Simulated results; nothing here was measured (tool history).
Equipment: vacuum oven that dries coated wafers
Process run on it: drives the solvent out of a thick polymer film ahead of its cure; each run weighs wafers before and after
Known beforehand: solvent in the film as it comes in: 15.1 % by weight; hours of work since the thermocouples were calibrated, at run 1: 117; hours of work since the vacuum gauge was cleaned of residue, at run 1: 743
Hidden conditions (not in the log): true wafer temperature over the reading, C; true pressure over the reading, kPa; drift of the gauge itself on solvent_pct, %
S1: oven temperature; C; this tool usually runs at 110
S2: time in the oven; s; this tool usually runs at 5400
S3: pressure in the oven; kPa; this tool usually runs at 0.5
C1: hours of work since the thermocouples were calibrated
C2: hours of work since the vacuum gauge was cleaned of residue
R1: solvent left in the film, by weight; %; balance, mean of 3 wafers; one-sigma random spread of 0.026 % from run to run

{"run": 1, "day": 0.0, "S1": 110, "S2": 5400, "S3": 0.5, "C1": 117, "C2": 743, "R1": 2.39}
{"run": 2, "day": 0.704, "S1": 110, "S2": 5400, "S3": 0.5, "C1": 130, "C2": 756, "R1": 2.41}
{"run": 3, "day": 1.592, "S1": 110, "S2": 5400, "S3": 0.5, "C1": 146, "C2": 772, "R1": 2.4}
{"run": 4, "day": 2.542, "S1": 110, "S2": 6600, "S3": 0.5, "C1": 163, "C2": 790, "R1": 1.74}
{"run": 5, "day": 3.104, "S1": 110, "S2": 3120, "S3": 0.5, "C1": 173, "C2": 800, "R1": 4.65}
{"run": 6, "day": 4.45, "S1": 101, "S2": 3120, "S3": 0.5, "C1": 198, "C2": 824, "R1": 7}
{"run": 7, "day": 5.675, "S1": 101, "S2": 3120, "S3": 0.5, "C1": 220, "C2": 847, "R1": 7}
{"run": 8, "day": 7.038, "S1": 101, "S2": 3120, "S3": 0.5, "C1": 245, "C2": 872, "R1": 6.98}
{"run": 9, "day": 7.892, "S1": 117, "S2": 5400, "S3": 0.5, "C1": 260, "C2": 887, "R1": 1.1}
{"run": 10, "day": 8.908, "S1": 117, "S2": 5400, "S3": 0.5, "C1": 279, "C2": 906, "R1": 1.18}
{"run": 11, "day": 9.538, "S1": 117, "S2": 5400, "S3": 0.5, "C1": 290, "C2": 917, "R1": 1.16}
{"run": 12, "day": 10.729, "S1": 117, "S2": 5400, "S3": 0.5, "C1": 312, "C2": 939, "R1": 1.16}
{"run": 13, "day": 11.612, "S1": 110, "S2": 5400, "S3": 0.5, "C1": 328, "C2": 955, "R1": 2.41}
{"run": 14, "day": 12.533, "S1": 110, "S2": 5400, "S3": 0.5, "C1": 345, "C2": 972, "R1": 2.37}
{"run": 15, "day": 13.683, "S1": 110, "S2": 5400, "S3": 0.5, "C1": 366, "C2": 993, "R1": 2.39}
{"run": 16, "day": 15.008, "S1": 110, "S2": 5400, "S3": 0.5, "C1": 390, "C2": 1017, "R1": 2.39}
{"run": 17, "day": 16.279, "S1": 110, "S2": 5400, "S3": 0.5, "C1": 413, "C2": 1040, "R1": 2.36}
{"run": 18, "day": 17.412, "S1": 110, "S2": 4380, "S3": 0.5, "C1": 434, "C2": 1061, "R1": 3.24}
{"run": 19, "day": 18.012, "S1": 110, "S2": 4380, "S3": 0.5, "C1": 445, "C2": 1072, "R1": 3.17}
{"run": 20, "day": 18.775, "S1": 110, "S2": 9420, "S3": 0.5, "C1": 459, "C2": 1085, "R1": 0.89}
{"run": 21, "day": 19.883, "S1": 121, "S2": 5400, "S3": 0.5, "C1": 479, "C2": 1106, "R1": 0.74}
{"run": 22, "day": 20.712, "S1": 110, "S2": 5400, "S3": 0.529, "C1": 494, "C2": 1121, "R1": 2.4}
{"run": 23, "day": 21.467, "S1": 123, "S2": 3960, "S3": 0.5, "C1": 508, "C2": 1135, "R1": 1.08}
{"run": 24, "day": 22.296, "S1": 123, "S2": 3300, "S3": 0.711, "C1": 523, "C2": 1150, "R1": 1.63}
{"run": 25, "day": 23.421, "S1": 102, "S2": 2760, "S3": 1.463, "C1": 543, "C2": 1170, "R1": 7.69}
{"run": 26, "day": 24.817, "S1": 113, "S2": 7320, "S3": 0.535, "C1": 569, "C2": 1196, "R1": 1.02}
{"run": 27, "day": 25.7, "S1": 113, "S2": 4680, "S3": 0.262, "C1": 585, "C2": 1212, "R1": 2.15}
{"run": 28, "day": 27.021, "S1": 110, "S2": 5160, "S3": 0.678, "C1": 609, "C2": 1236, "R1": 2.68}
{"run": 29, "day": 28.233, "S1": 110, "S2": 5160, "S3": 0.678, "C1": 631, "C2": 1258, "R1": 2.68}
{"run": 30, "day": 29.375, "S1": 110, "S2": 5160, "S3": 0.678, "C1": 652, "C2": 1279, "R1": 2.7}
{"run": 31, "day": 30.092, "S1": 110, "S2": 5160, "S3": 0.678, "C1": 665, "C2": 1292, "R1": 2.69}
{"run": 32, "day": 31.062, "S1": 114, "S2": 3480, "S3": 0.771, "C1": 683, "C2": 1309, "R1": 3.31}
{"run": 33, "day": 32.138, "S1": 110, "S2": 5700, "S3": 0.741, "C1": 702, "C2": 1329, "R1": 2.34}
{"run": 34, "day": 33.304, "S1": 110, "S2": 5700, "S3": 0.741, "C1": 723, "C2": 1350, "R1": 2.39}
{"run": 35, "day": 34.433, "S1": 95, "S2": 5400, "S3": 0.392, "C1": 744, "C2": 1371, "R1": 6.18}
{"run": 36, "day": 35.312, "S1": 95, "S2": 3060, "S3": 0.311, "C1": 760, "C2": 1387, "R1": 8.3}
{"run": 37, "day": 36.238, "S1": 115, "S2": 3060, "S3": 0.311, "C1": 777, "C2": 1404, "R1": 3.38}
{"run": 38, "day": 37.388, "S1": 115, "S2": 3060, "S3": 0.311, "C1": 798, "C2": 1425, "R1": 3.4}
{"run": 39, "day": 38.338, "S1": 119, "S2": 3960, "S3": 0.252, "C1": 815, "C2": 1442, "R1": 1.57}
{"run": 40, "day": 39.196, "S1": 105, "S2": 7260, "S3": 0.327, "C1": 831, "C2": 1458, "R1": 2.29}
{"run": 41, "day": 39.917, "S1": 105, "S2": 7260, "S3": 0.327, "C1": 844, "C2": 1471, "R1": 2.33}
{"run": 42, "day": 40.762, "S1": 98, "S2": 4500, "S3": 0.668, "C1": 859, "C2": 1486, "R1": 6.41}
{"run": 43, "day": 42.025, "S1": 98, "S2": 8340, "S3": 0.288, "C1": 882, "C2": 1509, "R1": 3.39}
{"run": 44, "day": 43.321, "S1": 98, "S2": 8340, "S3": 0.288, "C1": 906, "C2": 1533, "R1": 3.43}

3 options for the next run, each taken on its own from the tool as it stands now. Forecast them:
{"run": "A", "day": 44.717, "S1": 110, "S2": 5400, "S3": 0.308, "C1": 931, "C2": 1558, "R1": "?"}
{"run": "B", "day": 44.717, "S1": 108, "S2": 9300, "S3": 0.309, "C1": 931, "C2": 1558, "R1": "?"}
{"run": "C", "day": 44.717, "S1": 115, "S2": 9420, "S3": 0.5, "C1": 931, "C2": 1558, "R1": "?"}

run=A R1=2.29
run=B R1=1.06
run=C R1=0.52
Take away the tool's hidden state, keep each run's random variation, and the runs would have read:
run=A R1=2.29
run=B R1=1.06
run=C R1=0.51

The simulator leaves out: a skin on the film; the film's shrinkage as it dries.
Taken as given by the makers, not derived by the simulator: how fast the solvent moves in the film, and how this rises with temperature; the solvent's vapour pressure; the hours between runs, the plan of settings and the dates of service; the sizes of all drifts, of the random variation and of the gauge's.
